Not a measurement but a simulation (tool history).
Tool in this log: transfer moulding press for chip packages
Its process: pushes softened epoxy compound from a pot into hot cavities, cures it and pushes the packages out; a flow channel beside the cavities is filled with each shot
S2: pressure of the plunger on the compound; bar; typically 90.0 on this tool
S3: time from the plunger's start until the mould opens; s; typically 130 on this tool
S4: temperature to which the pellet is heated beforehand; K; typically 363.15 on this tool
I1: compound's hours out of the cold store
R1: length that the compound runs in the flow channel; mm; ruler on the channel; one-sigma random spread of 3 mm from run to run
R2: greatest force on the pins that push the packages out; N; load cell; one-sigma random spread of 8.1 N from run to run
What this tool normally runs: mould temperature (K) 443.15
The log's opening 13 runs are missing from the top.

run 14 day=4.392 | mould_temperature_(K)=449.15 S2=90.0 S3=130 S4=363.15 | I1=47.6 | R1=557 R2=379
run 15 day=4.838 | mould_temperature_(K)=443.15 S2=90.0 S3=130 S4=370.15 | I1=45.1 | R1=572 R2=429
run 16 day=5.288 | mould_temperature_(K)=443.15 S2=102.4 S3=111 S4=363.15 | I1=42.2 | R1=615 R2=602
-- day=5.767 cavities cleaned with cleaning compound and waxed
run 17 day=5.783 | mould_temperature_(K)=443.15 S2=102.4 S3=111 S4=363.15 | I1=27.7 | R1=656 R2=460
run 18 day=6.158 | mould_temperature_(K)=443.15 S2=74.3 S3=137 S4=363.15 | I1=41.7 | R1=526 R2=364
run 19 day=6.592 | mould_temperature_(K)=449.15 S2=74.3 S3=127 S4=363.15 | I1=41.2 | R1=515 R2=381
run 20 day=6.808 | mould_temperature_(K)=446.15 S2=69.5 S3=115 S4=371.15 | I1=11.1 | R1=565 R2=450
run 21 day=7.079 | mould_temperature_(K)=446.15 S2=106.2 S3=115 S4=371.15 | I1=33.5 | R1=635 R2=442
run 22 day=7.283 | mould_temperature_(K)=446.15 S2=106.2 S3=115 S4=371.15 | I1=30.5 | R1=643 R2=479
run 23 day=7.575 | mould_temperature_(K)=443.15 S2=90.0 S3=130 S4=354.15 | I1=46.8 | R1=566 R2=476
-- day=7.992 cavities cleaned with cleaning compound and waxed
run 24 day=8.058 | mould_temperature_(K)=443.15 S2=90.0 S3=138 S4=363.15 | I1=27.6 | R1=606 R2=345
run 25 day=8.342 | mould_temperature_(K)=443.15 S2=90.0 S3=138 S4=363.15 | I1=22.2 | R1=618 R2=380
run 26 day=8.558 | mould_temperature_(K)=443.15 S2=105.9 S3=157 S4=363.15 | I1=41.7 | R1=619 R2=350
run 27 day=8.875 | mould_temperature_(K)=439.15 S2=91.6 S3=130 S4=363.15 | I1=34.7 | R1=607 R2=485
run 28 day=9.154 | mould_temperature_(K)=439.15 S2=91.6 S3=130 S4=363.15 | I1=40.4 | R1=593 R2=503
run 29 day=9.500 | mould_temperature_(K)=439.15 S2=91.6 S3=130 S4=363.15 | I1=47.0 | R1=567 R2=564
run 30 day=9.704 | mould_temperature_(K)=443.15 S2=90.0 S3=166 S4=363.15 | I1=29.0 | R1=599 R2=416

Each row is a separate what-if for the run after 30, all from the same tool condition, not one after another. Results?
run A day=10.062 | mould_temperature_(K)=445.15 S2=90.0 S3=155 S4=366.15 | I1=31.8 | R1=? R2=?
run B day=10.062 | mould_temperature_(K)=447.15 S2=79.9 S3=130 S4=363.15 | I1=37.1 | R1=? R2=?
run C day=10.062 | mould_temperature_(K)=443.15 S2=98.9 S3=166 S4=363.15 | I1=26.0 | R1=? R2=?

run=A R1=586 R2=441
run=B R1=533 R2=452
run=C R1=635 R2=446
Stripped of hidden state, with their random variation kept, the same runs would have yielded:
run=A R1=619 R2=315
run=B R1=564 R2=322
run=C R1=671 R2=319

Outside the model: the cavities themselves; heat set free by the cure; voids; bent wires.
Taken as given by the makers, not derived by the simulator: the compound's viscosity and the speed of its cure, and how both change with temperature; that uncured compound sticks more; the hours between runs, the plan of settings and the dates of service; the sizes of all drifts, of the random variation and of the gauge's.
